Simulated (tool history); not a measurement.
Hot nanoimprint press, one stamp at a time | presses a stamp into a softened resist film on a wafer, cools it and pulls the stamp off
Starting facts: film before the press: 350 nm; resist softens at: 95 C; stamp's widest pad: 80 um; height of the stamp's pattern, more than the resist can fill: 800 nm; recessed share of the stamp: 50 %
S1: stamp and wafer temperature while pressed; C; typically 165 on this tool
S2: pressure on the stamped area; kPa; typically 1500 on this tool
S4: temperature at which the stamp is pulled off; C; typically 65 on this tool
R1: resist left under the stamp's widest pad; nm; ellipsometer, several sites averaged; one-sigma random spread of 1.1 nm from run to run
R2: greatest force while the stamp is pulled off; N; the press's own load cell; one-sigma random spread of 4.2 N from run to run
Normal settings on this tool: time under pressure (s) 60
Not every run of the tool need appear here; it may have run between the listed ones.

Run 1, hour 0: usual settings. Result: R1 181.2 nm, R2 199 N.
Run 2, hour 14.3: usual settings. Result: R1 180.9 nm, R2 206 N.
Run 3, hour 33: usual settings. Result: R1 181.8 nm, R2 210 N.
Run 4, hour 44.8: usual settings. Result: R1 181.9 nm, R2 215 N.
Run 5, hour 59.7: usual settings. Result: R1 182.6 nm, R2 208 N.
Run 6, hour 80.2: usual settings but S4 60 C. Result: R1 182.8 nm, R2 240 N.
Run 7, hour 100: usual settings but S4 60 C. Result: R1 173.8 nm, R2 228 N.
Run 8, hour 109.8: usual settings but S4 60 C. Result: R1 176.7 nm, R2 238 N.
Run 9, hour 119: usual settings but S4 71 C. Result: R1 177.5 nm, R2 190 N.
Run 10, hour 139.9: usual settings but S2 1680 kPa, S4 71 C. Result: R1 168.7 nm, R2 189 N.
Run 11, hour 158.3: usual settings but S2 1410 kPa, S4 71 C. Result: R1 180.1 nm, R2 195 N.
Run 12, hour 178.4: usual settings but S1 164 C. Result: R1 186 nm, R2 227 N.
Run 13, hour 199.2: usual settings but S1 164 C. Result: R1 185.7 nm, R2 223 N.
Run 14, hour 214.4: usual settings but S1 164 C. Result: R1 186.7 nm, R2 228 N.
Run 15, hour 223.1: usual settings but S1 164 C. Result: R1 185.5 nm, R2 231 N.
Run 16, hour 233.3: usual settings but S1 174 C, S2 1290 kPa, S4 53 C. Result: R1 132.8 nm, R2 284 N.
Run 17, hour 249.7: usual settings but S1 174 C, S2 1290 kPa, S4 53 C. Result: R1 131.6 nm, R2 287 N.
Run 18, hour 267.3: usual settings but S2 2070 kPa. Result: R1 155.1 nm, R2 233 N.
Run 19, hour 280.8: usual settings but S2 2070 kPa. Result: R1 154.4 nm, R2 226 N.
Run 20, hour 295.9: usual settings but S1 175 C, S2 1530 kPa, time under pressure (s) 38, S4 60 C. Result: R1 140.3 nm, R2 254 N.
Run 21, hour 309.1: usual settings but S1 174 C, S2 1650 kPa, time under pressure (s) 90, S4 64 C. Result: R1 100 nm, R2 250 N.
Run 22, hour 326.1: usual settings but S1 154 C, S2 1880 kPa, time under pressure (s) 35, S4 58 C. Result: R1 279.7 nm, R2 265 N.
Run 23, hour 342.7: usual settings but S1 154 C, S2 1880 kPa, time under pressure (s) 35, S4 58 C. Result: R1 283.1 nm, R2 265 N.
Run 24, hour 358.2: usual settings but S1 154 C, S2 1830 kPa, time under pressure (s) 41, S4 67 C. Result: R1 277.4 nm, R2 230 N.
Run 25, hour 371.8: usual settings but S1 154 C, S2 2130 kPa, time under pressure (s) 41, S4 68 C. Result: R1 268.9 nm, R2 227 N.
Run 26, hour 382: usual settings but S1 162 C, S2 2130 kPa, time under pressure (s) 75, S4 66 C. Result: R1 163.3 nm, R2 237 N.
Run 27, hour 393.5: usual settings but S1 162 C, S2 940 kPa, time under pressure (s) 105. Result: R1 205.3 nm, R2 242 N.
Run 28, hour 409.4: usual settings but S1 162 C, S2 940 kPa, time under pressure (s) 105. Result: R1 205.3 nm, R2 235 N.
Run 29, hour 425.5: usual settings but S1 162 C, S2 940 kPa, time under pressure (s) 105. Result: R1 205.4 nm, R2 244 N.
Run 30, hour 439.9: usual settings but S1 174 C, S2 970 kPa, time under pressure (s) 84, S4 71 C. Result: R1 135.4 nm, R2 219 N.

Between the runs listed above, the log contained 1 entry, not reproduced here. Where in the sequence does each belong, and how does what the log doesn't record of the tool's condition differ from the listed run before to the listed run after?
In the gap between runs 6 and 7: plate thermocouple calibrated (hour 95)
  true temperature over the reading, C: -1.4 -> -0.5; pressure that arrives at the usual setting, %: 98.78 -> 98.76; grip of the stamp's worn release coat, % over a new coat's: 4.1 -> 4.8
  measured value less the no-hidden-state value, R1: +11.3 -> +4.6 nm; R2: +15 -> +12 N
